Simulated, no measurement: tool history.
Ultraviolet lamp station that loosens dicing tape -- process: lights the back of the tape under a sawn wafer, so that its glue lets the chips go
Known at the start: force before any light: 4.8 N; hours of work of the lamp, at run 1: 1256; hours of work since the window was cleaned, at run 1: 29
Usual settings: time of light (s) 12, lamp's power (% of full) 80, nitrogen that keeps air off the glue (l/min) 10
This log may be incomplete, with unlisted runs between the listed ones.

run   hour  time of light (s)  lamp's power (% of full)  nitrogen that keeps air off the glue (l/min)  hours of work of the lamp  hours of work since the window was cleaned  force that peels the tape off (N)  light that reached the tape (mJ/cm2)
  1    0.0                 12                        80                                            10                       1256                                          29                              0.584                                   415
  2   93.7                 12                        80                                            10                       1294                                          67                              0.614                                   413
  3  145.4                 12                        80                                             5                       1315                                          87                              0.908                                   418
  4  236.6                 12                        80                                             5                       1351                                         124                              0.887                                   423
  5  314.4                 12                        80                                             5                       1382                                         155                              0.873                                   417
  6  378.1                 12                        80                                             5                       1408                                         181                              0.897                                   417
  7  466.0                 12                        80                                             5                       1443                                         216                              0.871                                   413
  8  547.8                 12                        80                                             5                       1476                                         249                              0.879                                   418
  9  599.8                 12                        80                                             5                       1497                                         270                              0.859                                   415
 10  683.2                 12                        79                                             4                       1530                                         303                              1.008                                   411
 11  747.2                 12                        79                                             4                       1556                                         329                              1.018                                   417
 12  808.4                 12                        79                                             4                       1580                                         353                              0.984                                   415
 13  885.0                 12                        79                                             4                       1611                                         384                              1.040                                   416
 14  932.5                 12                        90                                             5                       1630                                         403                              0.754                                   469

Predict each of these 3 candidate next runs independently; none follows another, all start after run 14:
  A  1019.1                 15                        64                                            13                       1665                                         438                                  ?                                     ?
  B  1019.1                 12                        76                                            17                       1665                                         438                                  ?                                     ?
  C  1019.1                 15                        77                                             4                       1665                                         438                                  ?                                     ?

run  force that peels the tape off (N)  light that reached the tape (mJ/cm2)
  A                              0.515                                   416
  B                              0.510                                   394
  C                              0.756                                   504
What these runs would have given with no unlogged condition in the tool:
run  force that peels the tape off (N)  light that reached the tape (mJ/cm2)
  A                              0.511                                   419
  B                              0.506                                   396
  C                              0.750                                   507
